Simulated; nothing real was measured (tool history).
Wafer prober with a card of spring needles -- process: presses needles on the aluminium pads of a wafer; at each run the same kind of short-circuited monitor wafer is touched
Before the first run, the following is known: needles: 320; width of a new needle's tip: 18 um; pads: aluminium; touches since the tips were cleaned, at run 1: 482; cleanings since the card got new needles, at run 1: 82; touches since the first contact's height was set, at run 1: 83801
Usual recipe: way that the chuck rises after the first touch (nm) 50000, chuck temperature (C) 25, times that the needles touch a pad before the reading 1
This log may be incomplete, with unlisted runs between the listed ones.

| run | day | way that the chuck rises after the first touch (nm) | chuck temperature (C) | times that the needles touch a pad before the reading | touches since the tips were cleaned | cleanings since the card got new needles | touches since the first contact's height was set | resistance of one needle with its contact and lead (mohm) | way that a needle slides on the pad (nm) |
|---|---|---|---|---|---|---|---|---|---|
| 1 | 0 | 50000 | 25 | 1 | 482 | 82 | 83801 | 111 | 8530 |
|  | 1.2 | tips cleaned on abrasive film |
|  | 2.421 | tips cleaned on abrasive film |
| 2 | 2.421 | 50000 | 25 | 1 | 0 | 84 | 98139 | 110 | 8550 |
|  | 3.717 | tips cleaned on abrasive film |
|  | 5.1 | tips cleaned on abrasive film |
| 3 | 5.992 | 50000 | 25 | 1 | 5287 | 86 | 119283 | 112 | 8560 |
|  | 6.508 | tips cleaned on abrasive film |
|  | 7.904 | tips cleaned on abrasive film |
| 4 | 8.862 | 50000 | 25 | 1 | 5694 | 88 | 136276 | 111 | 8560 |
|  | 9.162 | tips cleaned on abrasive film |
|  | 10.462 | tips cleaned on abrasive film |
| 5 | 10.554 | 50000 | 25 | 1 | 548 | 90 | 146272 | 110 | 8560 |
|  | 11.875 | tips cleaned on abrasive film |
|  | 12.183 | height of the first contact set anew |
| 6 | 12.225 | 50000 | 25 | 1 | 2008 | 91 | 236 | 111 | 8560 |
|  | 13.233 | tips cleaned on abrasive film |
|  | 14.596 | tips cleaned on abrasive film |
| 7 | 15.404 | 50000 | 25 | 1 | 4807 | 93 | 19081 | 109 | 8540 |
|  | 15.983 | tips cleaned on abrasive film |
|  | 17.429 | tips cleaned on abrasive film |
|  | 18.725 | tips cleaned on abrasive film |
| 8 | 19.429 | 50000 | 25 | 1 | 4181 | 96 | 42899 | 110 | 8590 |
|  | 20.025 | tips cleaned on abrasive film |
|  | 21.354 | tips cleaned on abrasive film |
| 9 | 22.333 | 50000 | 25 | 1 | 5816 | 98 | 60103 | 112 | 8580 |
|  | 22.638 | tips cleaned on abrasive film |
|  | 23.917 | tips cleaned on abrasive film |
|  | 25.117 | tips cleaned on abrasive film |
| 10 | 25.758 | 50000 | 57 | 1 | 3812 | 101 | 80365 | 117 | 8580 |
|  | 26.579 | tips cleaned on abrasive film |
|  | 27.921 | tips cleaned on abrasive film |
|  | 29.238 | tips cleaned on abrasive film |
| 11 | 29.708 | 50000 | 57 | 1 | 2784 | 104 | 103746 | 116 | 8600 |
|  | 30.517 | tips cleaned on abrasive film |
|  | 31.771 | tips cleaned on abrasive film |
|  | 33.025 | tips cleaned on abrasive film |
| 12 | 33.658 | 50000 | 67 | 1 | 3765 | 107 | 127133 | 117 | 8600 |
|  | 34.454 | tips cleaned on abrasive film |
|  | 35.854 | tips cleaned on abrasive film |
| 13 | 36.971 | 50000 | 67 | 1 | 6631 | 109 | 146748 | 114 | 8600 |
|  | 37.267 | tips cleaned on abrasive film |
|  | 38.446 | height of the first contact set anew |
|  | 38.746 | tips cleaned on abrasive film |
|  | 39.954 | tips cleaned on abrasive film |
| 14 | 40.883 | 50000 | 67 | 1 | 5540 | 112 | 14447 | 117 | 8630 |
|  | 41.367 | tips cleaned on abrasive film |
|  | 42.608 | tips cleaned on abrasive film |
| 15 | 43.017 | 34000 | 117 | 1 | 2438 | 114 | 27062 | 132 | 5850 |
|  | 43.821 | tips cleaned on abrasive film |
|  | 45.208 | tips cleaned on abrasive film |
| 16 | 45.592 | 34000 | 117 | 1 | 2267 | 116 | 42287 | 131 | 5840 |
|  | 46.658 | tips cleaned on abrasive film |
|  | 47.942 | tips cleaned on abrasive film |
|  | 49.25 | tips cleaned on abrasive film |
| 17 | 49.571 | 66000 | 36 | 1 | 1890 | 119 | 65844 | 110 | 11370 |
|  | 50.512 | tips cleaned on abrasive film |
|  | 51.854 | tips cleaned on abrasive film |
| 18 | 52.429 | 66000 | 36 | 2 | 3415 | 121 | 82781 | 109 | 11350 |
|  | 53.208 | tips cleaned on abrasive film |
|  | 54.508 | tips cleaned on abrasive film |
|  | 55.75 | tips cleaned on abrasive film |
| 19 | 56.325 | 50000 | 42 | 2 | 3407 | 124 | 105839 | 114 | 8640 |
|  | 57.167 | tips cleaned on abrasive film |
|  | 58.625 | tips cleaned on abrasive film |
| 20 | 59.162 | 65000 | 25 | 2 | 3192 | 126 | 122653 | 108 | 11240 |
|  | 60 | tips cleaned on abrasive film |
|  | 61.358 | tips cleaned on abrasive film |
| 21 | 62.483 | 65000 | 25 | 2 | 6676 | 128 | 142308 | 110 | 11230 |
|  | 62.783 | tips cleaned on abrasive film |
|  | 64.158 | tips cleaned on abrasive film |
|  | 64.646 | height of the first contact set anew |
| 22 | 65.246 | 64000 | 39 | 1 | 6380 | 130 | 3561 | 107 | 11050 |
|  | 65.421 | tips cleaned on abrasive film |
|  | 66.679 | tips cleaned on abrasive film |
| 23 | 67.029 | 64000 | 39 | 1 | 2094 | 132 | 14098 | 110 | 11070 |
|  | 68.029 | tips cleaned on abrasive film |
|  | 69.279 | tips cleaned on abrasive film |
|  | 70.696 | tips cleaned on abrasive film |
| 24 | 70.917 | 50000 | 93 | 3 | 1305 | 135 | 37112 | 117 | 8640 |
|  | 72.042 | tips cleaned on abrasive film |
|  | 73.242 | tips cleaned on abrasive film |
| 25 | 74.167 | 50000 | 62 | 1 | 5489 | 137 | 56358 | 117 | 8640 |
|  | 74.471 | tips cleaned on abrasive film |
|  | 75.762 | tips cleaned on abrasive film |
| 26 | 76.254 | 50000 | 55 | 1 | 2933 | 139 | 68707 | 116 | 8660 |
|  | 77.129 | tips cleaned on abrasive film |
| 27 | 77.879 | 35000 | 88 | 2 | 4444 | 140 | 78324 | 127 | 6060 |
|  | 78.404 | tips cleaned on abrasive film |
|  | 79.629 | tips cleaned on abrasive film |
| 28 | 80.658 | 50000 | 81 | 1 | 6112 | 142 | 94797 | 117 | 8660 |

Branching from run 28: 4 alternative next runs. What would each branch give?
|  | 80.858 | tips cleaned on abrasive film |
|  | 82.192 | tips cleaned on abrasive film |
|  | 83.492 | tips cleaned on abrasive film |
| A | 84.212 | 50000 | 67 | 1 | 4286 | 145 | 115825 | ? | ? |
|  | 80.858 | tips cleaned on abrasive film |
|  | 82.192 | tips cleaned on abrasive film |
|  | 83.492 | tips cleaned on abrasive film |
| B | 84.212 | 41000 | 96 | 1 | 4286 | 145 | 115825 | ? | ? |
|  | 80.858 | tips cleaned on abrasive film |
|  | 82.192 | tips cleaned on abrasive film |
|  | 83.492 | tips cleaned on abrasive film |
| C | 84.212 | 65000 | 81 | 1 | 4286 | 145 | 115825 | ? | ? |
|  | 80.858 | tips cleaned on abrasive film |
|  | 82.192 | tips cleaned on abrasive film |
|  | 83.492 | tips cleaned on abrasive film |
| D | 84.212 | 44000 | 60 | 3 | 4286 | 145 | 115825 | ? | ? |

| run | resistance of one needle with its contact and lead (mohm) | way that a needle slides on the pad (nm) |
|---|---|---|
| A | 118 | 8660 |
| B | 124 | 7110 |
| C | 116 | 11270 |
| D | 118 | 7620 |
Without the tool's hidden state the same runs would have given:
| run | resistance of one needle with its contact and lead (mohm) | way that a needle slides on the pad (nm) |
|---|---|---|
| A | 117 | 8550 |
| B | 124 | 7020 |
| C | 116 | 11120 |
| D | 118 | 7520 |
